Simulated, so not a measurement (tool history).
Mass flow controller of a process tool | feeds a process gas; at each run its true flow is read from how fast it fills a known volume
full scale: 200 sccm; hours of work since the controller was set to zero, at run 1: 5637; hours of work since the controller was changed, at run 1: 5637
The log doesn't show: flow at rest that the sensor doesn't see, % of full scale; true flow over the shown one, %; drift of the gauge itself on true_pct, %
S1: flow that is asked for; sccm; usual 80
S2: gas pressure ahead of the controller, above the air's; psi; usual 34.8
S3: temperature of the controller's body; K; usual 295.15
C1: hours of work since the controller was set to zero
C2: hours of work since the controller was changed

Run 1, hour 0.0: usual settings; C1 5637; C2 5637. Result: true flow (%) 101.47.
Run 2, hour 197.7: usual settings; C1 5712; C2 5712. Result: true flow (%) 101.39.
Run 3, hour 622.4: usual settings; C1 5872; C2 5872. Result: true flow (%) 101.57.
Run 4, hour 908.8: usual settings; C1 5980; C2 5980. Result: true flow (%) 101.61.
Run 5, hour 1214.5: usual settings but S3 294.15 K; C1 6095; C2 6095. Result: true flow (%) 101.60.
Run 6, hour 1465.2: usual settings but S3 294.15 K; C1 6189; C2 6189. Result: true flow (%) 101.71.
At hour 1706.7: controller's zero set anew.
Run 7, hour 1908.1: usual settings but S3 294.15 K; C1 76; C2 6356. Result: true flow (%) 102.81.
Run 8, hour 2305.5: usual settings; C1 226; C2 6506. Result: true flow (%) 102.96.
Run 9, hour 2602.1: usual settings but S1 154 sccm; C1 337; C2 6617. Result: true flow (%) 102.28.
Run 10, hour 3064.6: usual settings but S1 154 sccm, S2 28.1 psi; C1 511; C2 6792. Result: true flow (%) 102.62.
Run 11, hour 3521.6: usual settings; C1 684; C2 6964. Result: true flow (%) 103.33.
Run 12, hour 3870.7: usual settings; C1 815; C2 7095. Result: true flow (%) 103.41.
At hour 3951.1: controller's zero set anew, once more.
Run 13, hour 4153.8: usual settings; C1 76; C2 7202. Result: true flow (%) 100.24.
Run 14, hour 4416.1: usual settings; C1 175; C2 7300. Result: true flow (%) 100.24.
Run 15, hour 4687.4: usual settings but S2 21.8 psi; C1 277; C2 7403. Result: true flow (%) 101.01.
Run 16, hour 5049.4: usual settings but S1 91 sccm, S2 28.6 psi, S3 307.15 K; C1 414; C2 7539. Result: true flow (%) 101.98.
Run 17, hour 5263.6: usual settings but S1 194 sccm, S2 23.2 psi, S3 299.15 K; C1 494; C2 7620. Result: true flow (%) 102.42.
Run 18, hour 5518.2: usual settings but S1 194 sccm, S2 23.2 psi, S3 299.15 K; C1 590; C2 7716. Result: true flow (%) 102.41.
Run 19, hour 5827.9: usual settings but S1 39 sccm, S2 28.9 psi, S3 296.15 K; C1 707; C2 7832. Result: true flow (%) 100.92.
Run 20, hour 6159.0: usual settings but S3 297.15 K; C1 832; C2 7957. Result: true flow (%) 100.95.
Run 21, hour 6609.9: usual settings but S1 71 sccm, S2 20.6 psi; C1 1001; C2 8127. Result: true flow (%) 101.48.
Run 22, hour 6908.4: usual settings but S1 71 sccm, S2 20.6 psi; C1 1114; C2 8239. Result: true flow (%) 101.51.
Run 23, hour 7321.7: usual settings but S2 22.2 psi, S3 302.15 K; C1 1270; C2 8395. Result: true flow (%) 102.25.
Run 24, hour 7696.7: usual settings but S1 91 sccm, S2 29.3 psi, S3 293.15 K; C1 1411; C2 8536. Result: true flow (%) 101.18.
Run 25, hour 7888.5: usual settings but S2 23.8 psi, S3 305.15 K; C1 1483; C2 8608. Result: true flow (%) 102.55.
Run 26, hour 8079.0: usual settings but S2 23.8 psi, S3 305.15 K; C1 1555; C2 8680. Result: true flow (%) 102.60.
Run 27, hour 8322.3: usual settings but S2 23.8 psi, S3 305.15 K; C1 1646; C2 8772. Result: true flow (%) 102.49.
At hour 8409.1: controller exchanged for a calibrated one.
Run 28, hour 8711.9: usual settings but S2 23.8 psi, S3 305.15 K; C1 114; C2 114. Result: true flow (%) 99.85.
Run 29, hour 8975.5: usual settings but S2 23.8 psi, S3 305.15 K; C1 213; C2 213. Result: true flow (%) 99.97.

3 ways to go on from here, each from the tool as it stands after run 29. What would each give?
Run A, hour 9267.3: usual settings but S1 186 sccm, S2 23.8 psi, S3 300.15 K; C1 323; C2 323. Result: true flow (%) ?.
Run B, hour 9267.3: usual settings but S1 196 sccm, S2 27.3 psi, S3 307.15 K; C1 323; C2 323. Result: true flow (%) ?.
Run C, hour 9267.3: usual settings but S2 32.2 psi, S3 296.15 K; C1 323; C2 323. Result: true flow (%) ?.

run  true flow (%)
  A         100.45
  B         101.13
  C          98.77
Without the tool's hidden state the same runs would have given:
run  true flow (%)
  A         100.27
  B         100.95
  C          98.51
